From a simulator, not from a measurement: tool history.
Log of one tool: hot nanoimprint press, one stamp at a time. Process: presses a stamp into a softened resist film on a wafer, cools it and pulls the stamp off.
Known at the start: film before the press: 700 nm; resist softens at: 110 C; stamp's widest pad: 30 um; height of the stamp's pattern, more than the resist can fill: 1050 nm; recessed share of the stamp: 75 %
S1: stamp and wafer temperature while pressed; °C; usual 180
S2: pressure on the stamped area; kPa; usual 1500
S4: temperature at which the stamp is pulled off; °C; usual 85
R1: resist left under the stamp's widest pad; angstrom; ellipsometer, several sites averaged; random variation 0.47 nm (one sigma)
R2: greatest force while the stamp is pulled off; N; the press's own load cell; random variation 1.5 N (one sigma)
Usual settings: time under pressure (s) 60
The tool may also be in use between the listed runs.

run 1 hour=0.0 | S1=180 S2=1500 time_under_pressure_(s)=60 S4=85 | R1=4086 R2=174
run 2 hour=35.9 | S1=180 S2=1380 time_under_pressure_(s)=60 S4=85 | R1=4233 R2=178
-- hour=75.6 stamp cleaned and given a new release coat
run 3 hour=86.5 | S1=180 S2=1380 time_under_pressure_(s)=60 S4=85 | R1=4232 R2=160
run 4 hour=114.8 | S1=180 S2=1380 time_under_pressure_(s)=60 S4=85 | R1=4226 R2=165
run 5 hour=142.5 | S1=180 S2=1500 time_under_pressure_(s)=60 S4=85 | R1=4066 R2=171
run 6 hour=184.8 | S1=180 S2=1500 time_under_pressure_(s)=60 S4=85 | R1=4057 R2=182
-- hour=195.5 plate thermocouple calibrated
-- hour=206.5 stamp cleaned and given a new release coat
run 7 hour=243.2 | S1=180 S2=1500 time_under_pressure_(s)=60 S4=85 | R1=4167 R2=169
run 8 hour=288.4 | S1=180 S2=1500 time_under_pressure_(s)=56 S4=85 | R1=4246 R2=180
run 9 hour=316.6 | S1=180 S2=1810 time_under_pressure_(s)=56 S4=85 | R1=3894 R2=185
-- hour=332.0 stamp cleaned and given a new release coat
run 10 hour=384.7 | S1=180 S2=1500 time_under_pressure_(s)=60 S4=85 | R1=4158 R2=173
run 11 hour=429.3 | S1=180 S2=1500 time_under_pressure_(s)=60 S4=85 | R1=4153 R2=184
-- hour=460.0 stamp cleaned and given a new release coat
run 12 hour=489.4 | S1=172 S2=1500 time_under_pressure_(s)=60 S4=85 | R1=5323 R2=165
run 13 hour=546.0 | S1=172 S2=2280 time_under_pressure_(s)=60 S4=88 | R1=4598 R2=164
-- hour=585.2 stamp cleaned and given a new release coat
run 14 hour=594.6 | S1=180 S2=1500 time_under_pressure_(s)=32 S4=81 | R1=4868 R2=180
run 15 hour=636.6 | S1=180 S2=1840 time_under_pressure_(s)=31 S4=85 | R1=4534 R2=170
run 16 hour=681.7 | S1=180 S2=1840 time_under_pressure_(s)=67 S4=92 | R1=3634 R2=148
-- hour=711.3 stamp cleaned and given a new release coat
run 17 hour=748.2 | S1=180 S2=1610 time_under_pressure_(s)=50 S4=85 | R1=4205 R2=166
run 18 hour=787.2 | S1=186 S2=1500 time_under_pressure_(s)=60 S4=85 | R1=3314 R2=173
-- hour=836.0 stamp cleaned and given a new release coat
run 19 hour=836.3 | S1=180 S2=1500 time_under_pressure_(s)=115 S4=73 | R1=3363 R2=209

Forecast each of these 5 alternatives for the next run:
-- hour=865.0 plate thermocouple calibrated
run A hour=894.2 | S1=189 S2=1500 time_under_pressure_(s)=60 S4=85 | R1=? R2=?
-- hour=865.0 plate thermocouple calibrated
run B hour=894.2 | S1=190 S2=1910 time_under_pressure_(s)=115 S4=73 | R1=? R2=?
-- hour=865.0 plate thermocouple calibrated
run C hour=894.2 | S1=180 S2=1540 time_under_pressure_(s)=67 S4=85 | R1=? R2=?
-- hour=865.0 plate thermocouple calibrated
run D hour=894.2 | S1=189 S2=1500 time_under_pressure_(s)=107 S4=73 | R1=? R2=?
-- hour=865.0 plate thermocouple calibrated
run E hour=894.2 | S1=180 S2=1500 time_under_pressure_(s)=59 S4=73 | R1=? R2=?

run=A R1=3050 R2=174
run=B R1=2042 R2=231
run=C R1=4054 R2=173
run=D R1=2495 R2=229
run=E R1=4255 R2=227
Without the tool's hidden state the same runs would have given:
run=A R1=2972 R2=163
run=B R1=1967 R2=216
run=C R1=3962 R2=161
run=D R1=2427 R2=214
run=E R1=4166 R2=213

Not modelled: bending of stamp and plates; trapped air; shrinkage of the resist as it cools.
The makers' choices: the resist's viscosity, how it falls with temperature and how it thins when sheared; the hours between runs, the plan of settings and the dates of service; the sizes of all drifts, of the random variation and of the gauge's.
